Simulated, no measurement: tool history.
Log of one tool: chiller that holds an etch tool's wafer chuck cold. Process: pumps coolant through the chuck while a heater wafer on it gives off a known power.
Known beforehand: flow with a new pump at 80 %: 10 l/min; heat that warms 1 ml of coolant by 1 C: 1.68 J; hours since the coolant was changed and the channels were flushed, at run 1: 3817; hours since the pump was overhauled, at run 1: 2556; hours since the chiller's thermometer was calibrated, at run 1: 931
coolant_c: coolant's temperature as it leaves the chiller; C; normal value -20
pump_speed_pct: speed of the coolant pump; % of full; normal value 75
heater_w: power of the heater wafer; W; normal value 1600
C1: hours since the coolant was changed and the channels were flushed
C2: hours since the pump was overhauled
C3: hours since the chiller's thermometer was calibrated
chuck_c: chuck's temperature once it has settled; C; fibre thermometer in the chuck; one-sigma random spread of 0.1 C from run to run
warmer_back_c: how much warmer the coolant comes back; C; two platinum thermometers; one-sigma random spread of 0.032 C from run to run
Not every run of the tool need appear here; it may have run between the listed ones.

Run 1, day 0: usual settings; C1 3817; C2 2556; C3 931. Result: chuck_c -7 C, warmer_back_c 6.23 C.
Run 2, day 1.896: usual settings; C1 3863; C2 2602; C3 976. Result: chuck_c -7 C, warmer_back_c 6.26 C.
Run 3, day 3.804: usual settings; C1 3909; C2 2647; C3 1022. Result: chuck_c -7 C, warmer_back_c 6.25 C.
Run 4, day 6.904: usual settings but coolant_c -19 C; C1 3983; C2 2722; C3 1097. Result: chuck_c -6 C, warmer_back_c 6.31 C.
Run 5, day 8.375: usual settings but coolant_c -19 C; C1 4018; C2 2757; C3 1132. Result: chuck_c -5.9 C, warmer_back_c 6.23 C.
Run 6, day 10.992: usual settings but coolant_c -19 C; C1 4081; C2 2820; C3 1195. Result: chuck_c -5.8 C, warmer_back_c 6.31 C.
Run 7, day 13.321: usual settings but coolant_c -19 C; C1 4137; C2 2876; C3 1250. Result: chuck_c -5.7 C, warmer_back_c 6.29 C.
Run 8, day 16.062: usual settings but coolant_c -19 C, heater_w 1553 W; C1 4203; C2 2942; C3 1316. Result: chuck_c -6 C, warmer_back_c 6.02 C.
Run 9, day 18.917: usual settings but coolant_c -26 C, pump_speed_pct 70 % of full, heater_w 819 W; C1 4271; C2 3010; C3 1385. Result: chuck_c -18.8 C, warmer_back_c 3.48 C.
Run 10, day 20.667: usual settings but coolant_c -17 C, pump_speed_pct 74 % of full, heater_w 911 W; C1 4313; C2 3052; C3 1427. Result: chuck_c -9.2 C, warmer_back_c 3.62 C.
Run 11, day 22.15: usual settings but coolant_c -27 C, pump_speed_pct 87 % of full, heater_w 911 W; C1 4349; C2 3088; C3 1462. Result: chuck_c -20.2 C, warmer_back_c 3 C.
At day 22.479: chiller's thermometer calibrated.
Run 12, day 24.767: usual settings but coolant_c -22 C, pump_speed_pct 61 % of full, heater_w 1485 W; C1 4411; C2 3150; C3 55. Result: chuck_c -7.1 C, warmer_back_c 7.33 C.
Run 13, day 26.146: usual settings but coolant_c -22 C, pump_speed_pct 61 % of full, heater_w 1485 W; C1 4444; C2 3183; C3 88. Result: chuck_c -7 C, warmer_back_c 7.3 C.
Run 14, day 28.45: usual settings but coolant_c -22 C, pump_speed_pct 61 % of full, heater_w 1485 W; C1 4499; C2 3238; C3 143. Result: chuck_c -7.1 C, warmer_back_c 7.37 C.
Run 15, day 31.033: usual settings but coolant_c -22 C, pump_speed_pct 61 % of full, heater_w 1294 W; C1 4561; C2 3300; C3 205. Result: chuck_c -9.1 C, warmer_back_c 6.4 C.
Run 16, day 32.738: usual settings but coolant_c -22 C, pump_speed_pct 61 % of full, heater_w 1294 W; C1 4602; C2 3341; C3 246. Result: chuck_c -8.9 C, warmer_back_c 6.41 C.

Same runs, no hidden state in the tool, same run-to-run variation:
The hidden state here: heat passed by the chuck's channels, % of clean ones'; flow at a given pump speed, % of a new pump's; coolant's true temperature over the reading, C; drift of the gauge itself on chuck_c, C; drift of the gauge itself on warmer_back_c, C.
run  chuck_c  warmer_back_c
  1     -8.3           6.13
  2     -8.3           6.17
  3     -8.3           6.15
  4     -7.3           6.21
  5     -7.3           6.13
  6     -7.2            6.2
  7     -7.2           6.18
  8     -7.5           5.92
  9    -19.6           3.42
 10    -10.2           3.55
 11    -21.1           2.94
 12     -8.9           7.19
 13     -8.8           7.16
 14     -8.9           7.22
 15    -10.8           6.27
 16    -10.6           6.28
